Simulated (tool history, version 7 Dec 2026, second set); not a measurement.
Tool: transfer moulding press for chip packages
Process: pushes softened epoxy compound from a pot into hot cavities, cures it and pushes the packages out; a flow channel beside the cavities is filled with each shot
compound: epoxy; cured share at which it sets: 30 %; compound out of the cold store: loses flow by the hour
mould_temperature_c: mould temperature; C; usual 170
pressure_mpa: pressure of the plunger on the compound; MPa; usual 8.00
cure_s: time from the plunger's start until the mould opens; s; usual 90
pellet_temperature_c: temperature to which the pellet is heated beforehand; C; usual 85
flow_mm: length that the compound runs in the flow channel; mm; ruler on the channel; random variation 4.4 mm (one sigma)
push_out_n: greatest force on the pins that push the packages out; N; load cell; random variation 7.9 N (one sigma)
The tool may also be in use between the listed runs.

run,hour,mould_temperature_c,pressure_mpa,cure_s,pellet_temperature_c,incoming compound's hours out of the cold store,flow_mm,push_out_n
1,0.0,170,8.00,90,85,38.6,853,333
2,7.9,170,8.00,90,83,28.6,885,325
# hour 14.7: cavities cleaned with cleaning compound and waxed
3,18.3,176,8.00,90,83,42.9,823,289
4,25.0,176,8.00,90,83,8.4,910,273
5,32.9,176,8.00,90,83,12.0,899,287
6,37.2,176,8.00,90,83,8.1,913,290
7,43.7,176,8.00,90,83,32.8,849,285
8,48.3,170,6.87,90,85,41.9,784,344
9,52.6,170,6.87,90,85,10.2,871,336
10,58.1,170,8.00,77,85,39.8,851,453
11,65.6,170,8.00,77,83,14.3,927,480
12,69.7,170,8.00,77,83,22.7,893,485
13,74.0,170,6.52,90,85,23.6,805,332
14,78.7,170,6.52,90,85,8.9,842,347
15,83.6,170,6.52,90,85,15.1,826,350
16,93.3,173,6.13,90,85,11.6,810,309
17,99.0,169,6.37,127,77,9.8,844,276
18,105.5,169,6.37,127,77,32.9,788,271
19,111.3,169,6.37,127,77,22.2,811,286
20,116.9,169,6.37,87,77,31.9,789,378
21,124.5,169,6.37,87,77,34.0,778,387
22,130.1,167,6.82,87,77,19.0,858,443
23,136.1,176,6.82,87,86,14.1,821,290
24,141.8,167,7.35,90,86,32.8,858,412
25,149.1,163,8.00,70,85,36.5,892,958
# hour 153.4: plunger's sealing rings changed
26,156.3,170,6.48,113,86,22.1,810,280
27,160.9,170,6.48,113,86,12.4,830,274
# hour 166.7: cavities cleaned with cleaning compound and waxed
28,169.8,170,6.48,113,86,19.5,814,282
29,177.3,170,6.48,79,94,21.6,809,417
30,182.2,170,8.00,90,76,32.3,877,338

Forecast each of these 3 alternatives for the next run:
A,187.1,170,8.00,81,85,30.4,?,?
B,187.1,170,8.80,96,90,9.1,?,?
C,187.1,171,8.00,90,85,40.6,?,?

run,flow_mm,push_out_n
A,884,417
B,987,311
C,858,330
Without the tool's hidden state the same runs would have given:
run,flow_mm,push_out_n
A,884,416
B,987,310
C,858,328
